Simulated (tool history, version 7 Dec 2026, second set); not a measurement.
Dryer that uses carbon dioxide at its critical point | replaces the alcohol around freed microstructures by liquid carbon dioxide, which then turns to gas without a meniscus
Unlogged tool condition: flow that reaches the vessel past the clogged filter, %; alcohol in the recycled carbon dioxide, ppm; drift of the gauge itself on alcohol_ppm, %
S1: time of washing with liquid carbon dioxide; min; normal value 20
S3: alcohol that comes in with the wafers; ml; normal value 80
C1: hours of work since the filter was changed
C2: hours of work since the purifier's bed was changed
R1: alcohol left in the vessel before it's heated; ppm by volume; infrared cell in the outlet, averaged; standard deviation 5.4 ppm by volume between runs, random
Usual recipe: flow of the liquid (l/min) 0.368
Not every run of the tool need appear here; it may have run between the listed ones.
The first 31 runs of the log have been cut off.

At hour 1627.0: inlet filter changed.
Run 32, hour 1691.6: usual settings but flow of the liquid (l/min) 0.306; C1 25; C2 1063. Result: R1 612 ppm by volume.
Run 33, hour 1742.3: usual settings but flow of the liquid (l/min) 0.367, S3 52 ml; C1 45; C2 1083. Result: R1 288 ppm by volume.
Run 34, hour 1809.2: usual settings but S1 27 min, S3 45 ml; C1 71; C2 1109. Result: R1 198 ppm by volume.
Run 35, hour 1868.4: usual settings but S1 31 min, flow of the liquid (l/min) 0.482, S3 22 ml; C1 94; C2 1132. Result: R1 183 ppm by volume.
Run 36, hour 1902.8: usual settings but S1 31 min, flow of the liquid (l/min) 0.482, S3 22 ml; C1 107; C2 1145. Result: R1 195 ppm by volume.
Run 37, hour 1965.3: usual settings but S1 26 min, flow of the liquid (l/min) 0.355, S3 22 ml; C1 132; C2 1169. Result: R1 208 ppm by volume.
Run 38, hour 2032.6: usual settings but S1 13 min, S3 109 ml; C1 158; C2 1196. Result: R1 2393 ppm by volume.
Run 39, hour 2078.6: usual settings but S1 12 min, flow of the liquid (l/min) 0.317, S3 40 ml; C1 176; C2 1214. Result: R1 2099 ppm by volume.
Run 40, hour 2118.9: usual settings but S1 12 min, flow of the liquid (l/min) 0.317, S3 40 ml; C1 192; C2 1229. Result: R1 2120 ppm by volume.
Run 41, hour 2188.9: usual settings but S1 14 min, S3 64 ml; C1 219; C2 1257. Result: R1 1261 ppm by volume.
Run 42, hour 2250.1: usual settings but S1 12 min, flow of the liquid (l/min) 0.338, S3 25 ml; C1 243; C2 1280. Result: R1 1271 ppm by volume.
Run 43, hour 2309.7: usual settings but S1 32 min, flow of the liquid (l/min) 0.484, S3 61 ml; C1 266; C2 1304. Result: R1 224 ppm by volume.

For run 44, what comes out?
At hour 2330.7: purifier's bed changed.
Run 44, hour 2353.9: usual settings but S1 16 min, flow of the liquid (l/min) 0.484, S3 61 ml; C1 282; C2 9. Result: R1 ?.

R1: 157 ppm by volume
Without the tool's hidden state the same run would have given R1 72 ppm by volume.
